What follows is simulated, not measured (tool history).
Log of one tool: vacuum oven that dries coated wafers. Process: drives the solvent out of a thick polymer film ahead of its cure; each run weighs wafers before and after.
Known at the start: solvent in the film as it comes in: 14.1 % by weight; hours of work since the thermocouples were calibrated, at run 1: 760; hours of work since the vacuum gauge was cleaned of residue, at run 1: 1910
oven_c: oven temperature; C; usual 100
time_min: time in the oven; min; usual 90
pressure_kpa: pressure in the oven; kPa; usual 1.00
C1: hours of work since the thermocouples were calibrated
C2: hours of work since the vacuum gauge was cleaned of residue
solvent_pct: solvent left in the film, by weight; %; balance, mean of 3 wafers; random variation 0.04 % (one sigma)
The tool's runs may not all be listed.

{"run": 1, "hour": 0.0, "oven_c": 100, "time_min": 90, "pressure_kpa": 1.0, "C1": 760, "C2": 1910, "solvent_pct": 0.98}
{"run": 2, "hour": 73.6, "oven_c": 100, "time_min": 90, "pressure_kpa": 1.0, "C1": 808, "C2": 1958, "solvent_pct": 0.92}
{"run": 3, "hour": 157.9, "oven_c": 100, "time_min": 90, "pressure_kpa": 1.0, "C1": 863, "C2": 2013, "solvent_pct": 0.97}
{"run": 4, "hour": 237.3, "oven_c": 100, "time_min": 90, "pressure_kpa": 1.0, "C1": 915, "C2": 2065, "solvent_pct": 1.01}
{"run": 5, "hour": 321.9, "oven_c": 100, "time_min": 90, "pressure_kpa": 1.0, "C1": 970, "C2": 2120, "solvent_pct": 0.98}
{"run": 6, "hour": 399.8, "oven_c": 100, "time_min": 90, "pressure_kpa": 1.0, "C1": 1021, "C2": 2171, "solvent_pct": 1.01}
{"run": 7, "hour": 469.1, "oven_c": 100, "time_min": 77, "pressure_kpa": 1.0, "C1": 1066, "C2": 2217, "solvent_pct": 1.21}
{"hour": 478.8, "done": "vacuum gauge cleaned of residue and calibrated"}
{"run": 8, "hour": 541.3, "oven_c": 100, "time_min": 90, "pressure_kpa": 2.27, "C1": 1112, "C2": 41, "solvent_pct": 1.54}
{"hour": 563.8, "done": "oven's thermocouples calibrated"}
{"run": 9, "hour": 595.7, "oven_c": 100, "time_min": 90, "pressure_kpa": 2.27, "C1": 21, "C2": 75, "solvent_pct": 1.94}
{"run": 10, "hour": 631.7, "oven_c": 100, "time_min": 90, "pressure_kpa": 2.27, "C1": 44, "C2": 99, "solvent_pct": 1.84}
{"run": 11, "hour": 676.9, "oven_c": 94, "time_min": 126, "pressure_kpa": 2.27, "C1": 74, "C2": 128, "solvent_pct": 2.24}
{"run": 12, "hour": 729.0, "oven_c": 92, "time_min": 133, "pressure_kpa": 1.01, "C1": 108, "C2": 162, "solvent_pct": 1.61}
{"hour": 736.3, "done": "vacuum gauge cleaned of residue and calibrated, once more"}
{"run": 13, "hour": 807.8, "oven_c": 92, "time_min": 121, "pressure_kpa": 3.2, "C1": 158, "C2": 47, "solvent_pct": 2.72}
{"run": 14, "hour": 868.3, "oven_c": 99, "time_min": 81, "pressure_kpa": 1.0, "C1": 198, "C2": 86, "solvent_pct": 1.37}
{"run": 15, "hour": 906.8, "oven_c": 99, "time_min": 81, "pressure_kpa": 1.0, "C1": 223, "C2": 111, "solvent_pct": 1.29}
{"run": 16, "hour": 960.9, "oven_c": 99, "time_min": 81, "pressure_kpa": 1.0, "C1": 259, "C2": 147, "solvent_pct": 1.29}
{"run": 17, "hour": 1002.3, "oven_c": 88, "time_min": 79, "pressure_kpa": 2.37, "C1": 286, "C2": 174, "solvent_pct": 4.16}
{"run": 18, "hour": 1072.0, "oven_c": 109, "time_min": 72, "pressure_kpa": 0.51, "C1": 331, "C2": 219, "solvent_pct": 0.39}
{"run": 19, "hour": 1119.1, "oven_c": 113, "time_min": 47, "pressure_kpa": 0.51, "C1": 362, "C2": 250, "solvent_pct": 0.72}
{"run": 20, "hour": 1192.2, "oven_c": 110, "time_min": 81, "pressure_kpa": 3.46, "C1": 410, "C2": 298, "solvent_pct": 1.1}

Forecast each of these 3 alternatives for the next run:
{"run": "A", "hour": 1272.4, "oven_c": 97, "time_min": 160, "pressure_kpa": 1.06, "C1": 462, "C2": 350, "solvent_pct": "?"}
{"run": "B", "hour": 1272.4, "oven_c": 110, "time_min": 50, "pressure_kpa": 3.54, "C1": 462, "C2": 350, "solvent_pct": "?"}
{"run": "C", "hour": 1272.4, "oven_c": 88, "time_min": 61, "pressure_kpa": 1.0, "C1": 462, "C2": 350, "solvent_pct": "?"}

run=A solvent_pct=0.63
run=B solvent_pct=1.61
run=C solvent_pct=4.57
Without the tool's hidden state the same runs would have given:
run=A solvent_pct=0.62
run=B solvent_pct=1.66
run=C solvent_pct=4.69

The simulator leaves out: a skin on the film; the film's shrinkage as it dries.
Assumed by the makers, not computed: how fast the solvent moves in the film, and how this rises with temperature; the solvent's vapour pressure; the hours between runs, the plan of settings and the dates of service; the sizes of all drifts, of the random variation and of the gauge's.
